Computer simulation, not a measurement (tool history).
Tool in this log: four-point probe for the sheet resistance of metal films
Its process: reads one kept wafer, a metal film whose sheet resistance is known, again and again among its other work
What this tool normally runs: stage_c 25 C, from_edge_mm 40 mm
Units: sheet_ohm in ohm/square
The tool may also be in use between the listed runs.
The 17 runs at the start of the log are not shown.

| run | hour | stage_c | from_edge_mm | touches since the probe head was changed | hours of work since the stage's thermometer was calibrated | sheet_ohm |
|---|---|---|---|---|---|---|
| 18 | 933.8 | 23 | 14 | 145133 | 722 | 26.328922 |
| 19 | 976.6 | 23 | 14 | 146555 | 749 | 26.327121 |
|  | 980.8 | stage's thermometer calibrated |
| 20 | 1050.1 | 24 | 31 | 148983 | 43 | 26.274272 |
| 21 | 1117.8 | 27 | 4 | 151235 | 86 | 27.155836 |
| 22 | 1186.5 | 27 | 4 | 153517 | 129 | 27.152551 |
| 23 | 1237.5 | 27 | 4 | 155212 | 161 | 27.155588 |
| 24 | 1283.1 | 27 | 4 | 156729 | 189 | 27.168216 |
| 25 | 1361.9 | 19 | 11 | 159348 | 238 | 26.332423 |
|  | 1383 | stage's thermometer calibrated, once more |
| 26 | 1423.3 | 21 | 40 | 161371 | 25 | 26.277523 |
| 27 | 1482.2 | 21 | 24 | 163331 | 62 | 26.290902 |
| 28 | 1562.5 | 28 | 71 | 166000 | 112 | 26.356142 |
| 29 | 1638.9 | 28 | 71 | 168538 | 160 | 26.363831 |
| 30 | 1687.2 | 26 | 71 | 170144 | 190 | 26.32579 |
| 31 | 1737.9 | 26 | 71 | 171828 | 222 | 26.324505 |
| 32 | 1782.6 | 18 | 40 | 173314 | 250 | 26.238387 |
| 33 | 1849.5 | 34 | 23 | 175538 | 292 | 26.442863 |
| 34 | 1902.5 | 34 | 18 | 177302 | 325 | 26.466465 |

Each row is a separate what-if for the run after 34, all from the same tool condition, not one after another. Results?
| A | 1984.3 | 26 | 7 | 180019 | 376 | ? |
| B | 1984.3 | 25 | 69 | 180019 | 376 | ? |
| C | 1984.3 | 33 | 73 | 180019 | 376 | ? |
| D | 1984.3 | 21 | 3 | 180019 | 376 | ? |

| run | sheet_ohm |
|---|---|
| A | 26.624275 |
| B | 26.324883 |
| C | 26.412841 |
| D | 27.748857 |
Take away the tool's hidden state, keep each run's random variation, and the runs would have read:
| run | sheet_ohm |
|---|---|
| A | 26.416647 |
| B | 26.119416 |
| C | 26.206712 |
| D | 27.53326 |

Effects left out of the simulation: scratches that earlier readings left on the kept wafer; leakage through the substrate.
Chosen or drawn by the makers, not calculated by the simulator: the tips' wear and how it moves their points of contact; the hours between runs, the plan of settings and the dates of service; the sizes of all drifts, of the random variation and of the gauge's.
